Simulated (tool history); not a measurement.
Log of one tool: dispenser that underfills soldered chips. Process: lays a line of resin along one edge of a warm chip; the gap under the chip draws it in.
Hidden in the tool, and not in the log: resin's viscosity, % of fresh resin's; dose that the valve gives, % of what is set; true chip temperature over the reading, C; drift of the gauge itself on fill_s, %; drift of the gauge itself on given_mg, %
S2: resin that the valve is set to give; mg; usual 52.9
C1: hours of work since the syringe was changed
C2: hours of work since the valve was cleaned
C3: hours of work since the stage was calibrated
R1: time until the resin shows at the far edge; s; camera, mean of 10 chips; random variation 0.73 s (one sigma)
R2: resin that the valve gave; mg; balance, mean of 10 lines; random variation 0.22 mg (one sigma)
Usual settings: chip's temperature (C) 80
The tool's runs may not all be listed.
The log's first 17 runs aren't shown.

{"hour": 203.0, "done": "new syringe of resin"}
{"run": 18, "hour": 208.5, "chip's temperature (C)": 93, "S2": 54.0, "C1": 3, "C2": 55, "C3": 376, "R1": 60.5, "R2": 51.69}
{"hour": 213.8, "done": "new syringe of resin"}
{"run": 19, "hour": 216.5, "chip's temperature (C)": 93, "S2": 54.0, "C1": 2, "C2": 60, "C3": 381, "R1": 53.2, "R2": 51.34}
{"hour": 224.2, "done": "new syringe of resin"}
{"run": 20, "hour": 230.6, "chip's temperature (C)": 73, "S2": 57.5, "C1": 4, "C2": 68, "C3": 390, "R1": 135.2, "R2": 54.46}
{"hour": 235.0, "done": "new syringe of resin"}
{"hour": 245.6, "done": "new syringe of resin"}
{"run": 21, "hour": 245.6, "chip's temperature (C)": 70, "S2": 52.9, "C1": 0, "C2": 77, "C3": 398, "R1": 112.9, "R2": 49.47}
{"hour": 247.4, "done": "dispensing valve cleaned and set on the balance"}
{"hour": 257.0, "done": "new syringe of resin"}
{"run": 22, "hour": 257.2, "chip's temperature (C)": 68, "S2": 65.3, "C1": 0, "C2": 6, "C3": 405, "R1": 121.1, "R2": 65.39}
{"hour": 267.9, "done": "new syringe of resin"}
{"run": 23, "hour": 269.9, "chip's temperature (C)": 93, "S2": 48.6, "C1": 1, "C2": 13, "C3": 412, "R1": 52.7, "R2": 48.34}
{"hour": 278.3, "done": "new syringe of resin"}
{"run": 24, "hour": 285.4, "chip's temperature (C)": 95, "S2": 49.5, "C1": 4, "C2": 23, "C3": 422, "R1": 62.6, "R2": 48.6}
{"hour": 289.6, "done": "new syringe of resin"}
{"hour": 300.6, "done": "new syringe of resin"}
{"run": 25, "hour": 302.0, "chip's temperature (C)": 95, "S2": 49.5, "C1": 1, "C2": 32, "C3": 431, "R1": 46.3, "R2": 48.03}
{"hour": 311.1, "done": "new syringe of resin"}
{"run": 26, "hour": 311.1, "chip's temperature (C)": 93, "S2": 54.3, "C1": 0, "C2": 38, "C3": 437, "R1": 46.8, "R2": 52.22}
{"run": 27, "hour": 319.5, "chip's temperature (C)": 93, "S2": 54.3, "C1": 5, "C2": 43, "C3": 442, "R1": 70.9, "R2": 52.16}
{"hour": 322.2, "done": "new syringe of resin"}
{"run": 28, "hour": 326.5, "chip's temperature (C)": 88, "S2": 67.0, "C1": 3, "C2": 47, "C3": 446, "R1": 68.8, "R2": 63.92}
{"hour": 333.2, "done": "new syringe of resin"}
{"run": 29, "hour": 340.7, "chip's temperature (C)": 81, "S2": 54.6, "C1": 5, "C2": 56, "C3": 455, "R1": 106.7, "R2": 51.97}
{"hour": 344.2, "done": "new syringe of resin"}
{"hour": 355.2, "done": "new syringe of resin"}
{"run": 30, "hour": 357.0, "chip's temperature (C)": 76, "S2": 68.1, "C1": 1, "C2": 65, "C3": 464, "R1": 96.8, "R2": 63.4}
{"hour": 365.7, "done": "new syringe of resin"}
{"run": 31, "hour": 368.5, "chip's temperature (C)": 76, "S2": 68.1, "C1": 2, "C2": 72, "C3": 471, "R1": 104.9, "R2": 63.69}
{"run": 32, "hour": 375.2, "chip's temperature (C)": 66, "S2": 51.3, "C1": 6, "C2": 76, "C3": 475, "R1": 228.6, "R2": 47.58}
{"hour": 376.9, "done": "new syringe of resin"}
{"hour": 378.7, "done": "dispensing valve cleaned and set on the balance"}
{"run": 33, "hour": 385.4, "chip's temperature (C)": 66, "S2": 51.3, "C1": 5, "C2": 4, "C3": 481, "R1": 195.8, "R2": 50.72}
{"hour": 388.1, "done": "new syringe of resin"}
{"hour": 398.8, "done": "new syringe of resin"}
{"run": 34, "hour": 399.2, "chip's temperature (C)": 85, "S2": 54.9, "C1": 0, "C2": 12, "C3": 489, "R1": 64.8, "R2": 54.08}

3 ways to go on from here, each from the tool as it stands after run 34. What would each give?
{"run": "A", "hour": 408.4, "chip's temperature (C)": 93, "S2": 51.6, "C1": 6, "C2": 18, "C3": 494, "R1": "?", "R2": "?"}
{"run": "B", "hour": 408.4, "chip's temperature (C)": 77, "S2": 64.0, "C1": 6, "C2": 18, "C3": 494, "R1": "?", "R2": "?"}
{"run": "C", "hour": 408.4, "chip's temperature (C)": 78, "S2": 67.1, "C1": 6, "C2": 18, "C3": 494, "R1": "?", "R2": "?"}

run=A R1=77.8 R2=50.58
run=B R1=142.1 R2=63.19
run=C R1=135.5 R2=66.04
Without the tool's hidden state the same runs would have given:
run=A R1=41.0 R2=51.46
run=B R1=74.4 R2=64.29
run=C R1=71.2 R2=67.18
